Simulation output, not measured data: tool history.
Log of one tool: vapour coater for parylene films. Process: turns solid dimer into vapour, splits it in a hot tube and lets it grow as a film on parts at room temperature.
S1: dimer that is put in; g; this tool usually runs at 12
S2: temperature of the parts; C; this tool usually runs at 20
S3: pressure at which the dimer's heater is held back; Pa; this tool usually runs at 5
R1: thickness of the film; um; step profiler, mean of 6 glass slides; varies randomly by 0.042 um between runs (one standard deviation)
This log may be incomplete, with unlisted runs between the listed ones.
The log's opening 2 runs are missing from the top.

At hour 51.4: trap's valve overhauled.
Run 3, hour 84.1: usual settings but S1 6 g. Result: R1 3.18 um.
Run 4, hour 142.6: usual settings. Result: R1 6.23 um.
Run 5, hour 228.7: usual settings. Result: R1 6.2 um.
Run 6, hour 310.2: usual settings but S3 2.37 Pa. Result: R1 6.75 um.
Run 7, hour 389: usual settings but S3 2.37 Pa. Result: R1 6.68 um.
Run 8, hour 428.4: usual settings. Result: R1 5.97 um.
Run 9, hour 483.2: usual settings. Result: R1 5.97 um.
Run 10, hour 524.6: usual settings. Result: R1 5.92 um.
Run 11, hour 599: usual settings. Result: R1 5.8 um.
Run 12, hour 645.7: usual settings. Result: R1 5.74 um.
Run 13, hour 724.5: usual settings. Result: R1 5.67 um.
Run 14, hour 773.7: usual settings. Result: R1 5.71 um.
Run 15, hour 852.2: usual settings but S2 13 C. Result: R1 6.86 um.
Run 16, hour 894.9: usual settings but S2 13 C. Result: R1 6.7 um.
At hour 913.4: trap's valve overhauled.
Run 17, hour 968.8: usual settings but S2 13 C. Result: R1 7.68 um.
Run 18, hour 1018.4: usual settings but S1 8 g, S2 13 C, S3 9.58 Pa. Result: R1 4.75 um.
Run 19, hour 1104.4: usual settings but S2 13 C. Result: R1 7.64 um.
Run 20, hour 1176: usual settings but S1 15 g, S2 17 C. Result: R1 8.46 um.
Run 21, hour 1241.4: usual settings but S2 21 C. Result: R1 5.97 um.
Run 22, hour 1306: usual settings but S1 7 g, S2 21 C. Result: R1 3.42 um.
Run 23, hour 1342.7: usual settings but S1 6 g, S2 17 C, S3 8.94 Pa. Result: R1 3.06 um.

Forecast run 24:
Run 24, hour 1414.5: usual settings but S1 6 g, S2 17 C, S3 8.94 Pa. Result: R1 ?.

{"run 24": {"R1": 3}}
Without the tool's hidden state the same run would have given R1 3.18 um.
